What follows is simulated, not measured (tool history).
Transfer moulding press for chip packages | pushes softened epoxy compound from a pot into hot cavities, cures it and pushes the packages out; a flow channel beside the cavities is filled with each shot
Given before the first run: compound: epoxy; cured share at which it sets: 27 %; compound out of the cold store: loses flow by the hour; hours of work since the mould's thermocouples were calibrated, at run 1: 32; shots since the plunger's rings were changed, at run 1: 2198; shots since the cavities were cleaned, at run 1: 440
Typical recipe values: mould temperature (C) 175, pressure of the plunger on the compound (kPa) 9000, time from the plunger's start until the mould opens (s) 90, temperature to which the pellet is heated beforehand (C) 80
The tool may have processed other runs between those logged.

run	hour	mould temperature (C)	pressure of the plunger on the compound (kPa)	time from the plunger's start until the mould opens (s)	temperature to which the pellet is heated beforehand (C)	hours of work since the mould's thermocouples were calibrated	shots since the plunger's rings were changed	shots since the cavities were cleaned	incoming compound's hours out of the cold store	length that the compound runs in the flow channel (mm)	greatest force on the pins that push the packages out (N)
1	0	175	9000	90	80	32	2198	440	29.7	910	288
# hour 27.4: cavities cleaned with cleaning compound and waxed
2	60.6	175	9000	90	80	63	2791	333	39.7	853	252
# hour 92.7: plunger's sealing rings changed
# hour 103: cavities cleaned with cleaning compound and waxed
3	136.8	175	9000	90	80	101	428	339	26.2	936	259
# hour 176.2: cavities cleaned with cleaning compound and waxed
4	186.1	175	9000	90	80	126	908	99	43.2	843	202
5	218.7	175	9000	127	80	143	1236	427	36.6	877	226
# hour 247.8: cavities cleaned with cleaning compound and waxed
6	274.3	175	9000	127	80	171	1779	266	24.6	938	212
# hour 319.2: cavities cleaned with cleaning compound and waxed
7	319.2	175	9000	90	80	194	2215	0	39.4	855	195
# hour 389.4: cavities cleaned with cleaning compound and waxed
8	396.7	180	9000	90	80	234	2979	74	10.5	1000	166
# hour 409.7: plunger's sealing rings changed
9	451.1	175	8120	90	80	261	416	595	33.5	852	274
# hour 465.2: cavities cleaned with cleaning compound and waxed
10	494.4	175	8120	90	80	283	836	293	10.3	980	247
# hour 538.9: cavities cleaned with cleaning compound and waxed
11	541.6	175	8120	90	80	307	1295	27	25.4	888	194
12	595.6	175	8120	90	80	335	1838	570	15.5	940	296
# hour 611.7: cavities cleaned with cleaning compound and waxed
13	652.3	176	9000	90	78	364	2392	408	21.6	947	268
# hour 681.9: cavities cleaned with cleaning compound and waxed
14	704.3	176	9000	90	78	390	2900	226	26	919	232
# hour 724.1: plunger's sealing rings changed
# hour 744.4: mould's thermocouples calibrated
# hour 760.4: cavities cleaned with cleaning compound and waxed
15	760.4	177	9000	90	83	8	329	0	32.3	896	170
16	819.4	177	9000	90	83	38	921	592	18.8	969	273
# hour 834.1: cavities cleaned with cleaning compound and waxed
17	861.8	175	7440	90	72	60	1332	278	27.1	845	252
18	898.1	175	7440	90	72	79	1697	643	9.8	937	318
# hour 905.1: cavities cleaned with cleaning compound and waxed
19	943.3	175	7440	107	72	102	2135	383	46.9	741	236
# hour 978.9: cavities cleaned with cleaning compound and waxed
20	986.7	172	9000	90	80	124	2557	78	44.3	836	237
# hour 1041.2: plunger's sealing rings changed
# hour 1052.1: cavities cleaned with cleaning compound and waxed
21	1052.1	172	8680	90	85	156	94	0	22.2	952	215
22	1100.1	172	9070	90	85	181	576	482	16.4	1008	336

Predict each of these 5 candidate next runs independently; none follows another, all start after run 22:
# hour 1126: cavities cleaned with cleaning compound and waxed
A	1177.7	168	9070	107	85	221	1341	520	12.5	?	?
# hour 1126: cavities cleaned with cleaning compound and waxed
B	1177.7	178	10700	90	76	221	1341	520	33.9	?	?
# hour 1126: cavities cleaned with cleaning compound and waxed
C	1177.7	175	8920	118	80	221	1341	520	36.8	?	?
# hour 1126: cavities cleaned with cleaning compound and waxed
D	1177.7	172	9960	90	85	221	1341	520	45.1	?	?
# hour 1126: cavities cleaned with cleaning compound and waxed
E	1177.7	169	9070	90	85	221	1341	520	24	?	?

run	length that the compound runs in the flow channel (mm)	greatest force on the pins that push the packages out (N)
A	1046	309
B	957	246
C	866	238
D	879	313
E	966	386
With no hidden state in the tool, these same runs would have given:
run	length that the compound runs in the flow channel (mm)	greatest force on the pins that push the packages out (N)
A	1060	201
B	970	160
C	877	152
D	891	203
E	979	248
